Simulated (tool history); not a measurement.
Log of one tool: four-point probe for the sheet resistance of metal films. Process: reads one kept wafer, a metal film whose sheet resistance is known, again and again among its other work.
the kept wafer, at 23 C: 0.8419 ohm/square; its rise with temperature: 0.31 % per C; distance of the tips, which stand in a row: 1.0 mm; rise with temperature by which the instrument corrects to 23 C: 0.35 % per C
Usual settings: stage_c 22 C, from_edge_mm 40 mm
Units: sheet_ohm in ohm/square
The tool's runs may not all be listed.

run 1 hour=0.0 | stage_c=22 from_edge_mm=40 | sheet_ohm=0.842618
run 2 hour=34.2 | stage_c=22 from_edge_mm=6 | sheet_ohm=0.854732
run 3 hour=97.7 | stage_c=22 from_edge_mm=21 | sheet_ohm=0.843400
run 4 hour=130.2 | stage_c=22 from_edge_mm=7 | sheet_ohm=0.851362
run 5 hour=188.3 | stage_c=22 from_edge_mm=8 | sheet_ohm=0.849422
run 6 hour=251.7 | stage_c=22 from_edge_mm=27 | sheet_ohm=0.842941
run 7 hour=298.6 | stage_c=22 from_edge_mm=27 | sheet_ohm=0.842954
run 8 hour=347.7 | stage_c=22 from_edge_mm=27 | sheet_ohm=0.842994
run 9 hour=378.0 | stage_c=22 from_edge_mm=12 | sheet_ohm=0.845652
run 10 hour=404.4 | stage_c=22 from_edge_mm=12 | sheet_ohm=0.845705
run 11 hour=449.2 | stage_c=22 from_edge_mm=12 | sheet_ohm=0.845709
run 12 hour=495.0 | stage_c=22 from_edge_mm=12 | sheet_ohm=0.845682
run 13 hour=548.2 | stage_c=22 from_edge_mm=12 | sheet_ohm=0.845554
run 14 hour=586.1 | stage_c=22 from_edge_mm=40 | sheet_ohm=0.842346
run 15 hour=615.6 | stage_c=22 from_edge_mm=40 | sheet_ohm=0.842580
run 16 hour=650.2 | stage_c=22 from_edge_mm=40 | sheet_ohm=0.842409
run 17 hour=676.5 | stage_c=25 from_edge_mm=16 | sheet_ohm=0.842920
run 18 hour=732.4 | stage_c=24 from_edge_mm=9 | sheet_ohm=0.846782
run 19 hour=777.3 | stage_c=28 from_edge_mm=6 | sheet_ohm=0.852147
run 20 hour=822.9 | stage_c=28 from_edge_mm=12 | sheet_ohm=0.843129
run 21 hour=879.5 | stage_c=21 from_edge_mm=6 | sheet_ohm=0.855060
run 22 hour=930.4 | stage_c=21 from_edge_mm=15 | sheet_ohm=0.844708
run 23 hour=963.4 | stage_c=27 from_edge_mm=30 | sheet_ohm=0.840737
run 24 hour=1001.5 | stage_c=24 from_edge_mm=39 | sheet_ohm=0.841923
run 25 hour=1047.0 | stage_c=28 from_edge_mm=5 | sheet_ohm=0.857761
run 26 hour=1073.0 | stage_c=28 from_edge_mm=5 | sheet_ohm=0.857638
run 27 hour=1128.0 | stage_c=28 from_edge_mm=5 | sheet_ohm=0.857475
run 28 hour=1163.6 | stage_c=22 from_edge_mm=5 | sheet_ohm=0.860095
run 29 hour=1191.7 | stage_c=20 from_edge_mm=4 | sheet_ohm=0.870567

Forecast each of these 3 alternatives for the next run:
run A hour=1221.5 | stage_c=21 from_edge_mm=44 | sheet_ohm=?
run B hour=1221.5 | stage_c=26 from_edge_mm=45 | sheet_ohm=?
run C hour=1221.5 | stage_c=23 from_edge_mm=4 | sheet_ohm=?

run=A sheet_ohm=0.843047
run=B sheet_ohm=0.840882
run=C sheet_ohm=0.869150
Without the tool's hidden state the same runs would have given:
run=A sheet_ohm=0.843028
run=B sheet_ohm=0.840864
run=C sheet_ohm=0.869130
